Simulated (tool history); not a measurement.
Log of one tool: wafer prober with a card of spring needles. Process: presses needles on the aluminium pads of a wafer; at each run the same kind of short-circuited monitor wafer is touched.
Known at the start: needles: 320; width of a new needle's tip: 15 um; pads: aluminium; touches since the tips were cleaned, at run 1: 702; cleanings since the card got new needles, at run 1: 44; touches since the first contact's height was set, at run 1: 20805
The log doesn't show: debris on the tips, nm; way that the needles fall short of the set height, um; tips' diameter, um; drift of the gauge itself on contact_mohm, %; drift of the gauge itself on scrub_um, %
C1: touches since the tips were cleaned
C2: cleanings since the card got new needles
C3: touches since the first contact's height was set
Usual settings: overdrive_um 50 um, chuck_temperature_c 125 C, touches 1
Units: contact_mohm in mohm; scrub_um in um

run 1 hour=0 | overdrive_um=50 chuck_temperature_c=125 touches=1 | C1=702 C2=44 C3=20805 | contact_mohm=214 scrub_um=7.08
-- hour=17.4 tips cleaned on abrasive film
run 2 hour=24.9 | overdrive_um=35 chuck_temperature_c=125 touches=1 | C1=1610 C2=45 C3=26109 | contact_mohm=226 scrub_um=4.99
-- hour=38 tips cleaned on abrasive film
run 3 hour=53.6 | overdrive_um=35 chuck_temperature_c=125 touches=1 | C1=3342 C2=46 C3=32214 | contact_mohm=222 scrub_um=4.94
-- hour=61.2 tips cleaned on abrasive film
-- hour=82 tips cleaned on abrasive film
run 4 hour=96 | overdrive_um=50 chuck_temperature_c=125 touches=1 | C1=2995 C2=48 C3=41243 | contact_mohm=211 scrub_um=7.1
-- hour=103.8 tips cleaned on abrasive film
-- hour=127.1 tips cleaned on abrasive film
run 5 hour=131.2 | overdrive_um=50 chuck_temperature_c=125 touches=1 | C1=883 C2=50 C3=48710 | contact_mohm=211 scrub_um=7.1
-- hour=150.9 tips cleaned on abrasive film
run 6 hour=160.3 | overdrive_um=50 chuck_temperature_c=125 touches=1 | C1=2016 C2=51 C3=54919 | contact_mohm=213 scrub_um=7.1
-- hour=170.9 tips cleaned on abrasive film
-- hour=191.6 tips cleaned on abrasive film
run 7 hour=197.7 | overdrive_um=50 chuck_temperature_c=125 touches=1 | C1=1318 C2=53 C3=62864 | contact_mohm=211 scrub_um=7.16
-- hour=214.1 tips cleaned on abrasive film
-- hour=238 tips cleaned on abrasive film
run 8 hour=239.6 | overdrive_um=52 chuck_temperature_c=125 touches=1 | C1=347 C2=55 C3=71764 | contact_mohm=215 scrub_um=7.43
-- hour=259.9 tips cleaned on abrasive film
-- hour=280.6 tips cleaned on abrasive film
run 9 hour=298 | overdrive_um=52 chuck_temperature_c=125 touches=1 | C1=3721 C2=57 C3=84214 | contact_mohm=211 scrub_um=7.39
-- hour=302.3 tips cleaned on abrasive film
-- hour=324.5 tips cleaned on abrasive film
-- hour=346.8 tips cleaned on abrasive film
run 10 hour=353.8 | overdrive_um=38 chuck_temperature_c=125 touches=2 | C1=1491 C2=60 C3=96055 | contact_mohm=221 scrub_um=5.38
-- hour=368.7 tips cleaned on abrasive film
-- hour=390.4 tips cleaned on abrasive film
run 11 hour=403.4 | overdrive_um=38 chuck_temperature_c=125 touches=2 | C1=2781 C2=62 C3=106623 | contact_mohm=222 scrub_um=5.52
-- hour=414.4 tips cleaned on abrasive film
-- hour=434.5 tips cleaned on abrasive film
run 12 hour=434.5 | overdrive_um=33 chuck_temperature_c=28 touches=1 | C1=0 C2=64 C3=113214 | contact_mohm=201 scrub_um=4.7
-- hour=458.4 tips cleaned on abrasive film
-- hour=479.5 tips cleaned on abrasive film
run 13 hour=491.6 | overdrive_um=50 chuck_temperature_c=114 touches=1 | C1=2570 C2=66 C3=125375 | contact_mohm=215 scrub_um=7.04
-- hour=500.7 tips cleaned on abrasive film
-- hour=521.1 tips cleaned on abrasive film
run 14 hour=524.5 | overdrive_um=50 chuck_temperature_c=33 touches=2 | C1=719 C2=68 C3=132361 | contact_mohm=192 scrub_um=7.12
-- hour=542.8 tips cleaned on abrasive film
-- hour=565.5 tips cleaned on abrasive film
run 15 hour=579.9 | overdrive_um=50 chuck_temperature_c=96 touches=3 | C1=3084 C2=70 C3=144161 | contact_mohm=205 scrub_um=7.08
-- hour=585.9 tips cleaned on abrasive film
-- hour=607 tips cleaned on abrasive film
-- hour=630.7 tips cleaned on abrasive film
run 16 hour=638.2 | overdrive_um=50 chuck_temperature_c=96 touches=3 | C1=1608 C2=73 C3=156564 | contact_mohm=210 scrub_um=7.14
-- hour=653.3 tips cleaned on abrasive film
run 17 hour=664.1 | overdrive_um=50 chuck_temperature_c=75 touches=2 | C1=2302 C2=74 C3=162074 | contact_mohm=205 scrub_um=7.15
-- hour=673.9 tips cleaned on abrasive film
-- hour=694.6 tips cleaned on abrasive film
run 18 hour=699.4 | overdrive_um=50 chuck_temperature_c=47 touches=1 | C1=1026 C2=76 C3=169572 | contact_mohm=196 scrub_um=7.19

5 ways to go on from here, each from the tool as it stands after run 18. What would each give?
-- hour=715.5 tips cleaned on abrasive film
-- hour=736 tips cleaned on abrasive film
run A hour=753.7 | overdrive_um=50 chuck_temperature_c=122 touches=1 | C1=3779 C2=78 C3=181124 | contact_mohm=? scrub_um=?
-- hour=715.5 tips cleaned on abrasive film
-- hour=736 tips cleaned on abrasive film
run B hour=753.7 | overdrive_um=46 chuck_temperature_c=123 touches=1 | C1=3779 C2=78 C3=181124 | contact_mohm=? scrub_um=?
-- hour=715.5 tips cleaned on abrasive film
-- hour=736 tips cleaned on abrasive film
run C hour=753.7 | overdrive_um=48 chuck_temperature_c=78 touches=1 | C1=3779 C2=78 C3=181124 | contact_mohm=? scrub_um=?
-- hour=715.5 tips cleaned on abrasive film
-- hour=736 tips cleaned on abrasive film
run D hour=753.7 | overdrive_um=49 chuck_temperature_c=125 touches=1 | C1=3779 C2=78 C3=181124 | contact_mohm=? scrub_um=?
-- hour=715.5 tips cleaned on abrasive film
-- hour=736 tips cleaned on abrasive film
run E hour=753.7 | overdrive_um=49 chuck_temperature_c=37 touches=2 | C1=3779 C2=78 C3=181124 | contact_mohm=? scrub_um=?

run=A contact_mohm=213 scrub_um=7.12
run=B contact_mohm=218 scrub_um=6.58
run=C contact_mohm=202 scrub_um=6.83
run=D contact_mohm=215 scrub_um=6.98
run=E contact_mohm=190 scrub_um=6.98
Without the tool's hidden state the same runs would have given:
run=A contact_mohm=213 scrub_um=7.13
run=B contact_mohm=218 scrub_um=6.58
run=C contact_mohm=202 scrub_um=6.84
run=D contact_mohm=214 scrub_um=6.98
run=E contact_mohm=190 scrub_um=6.98
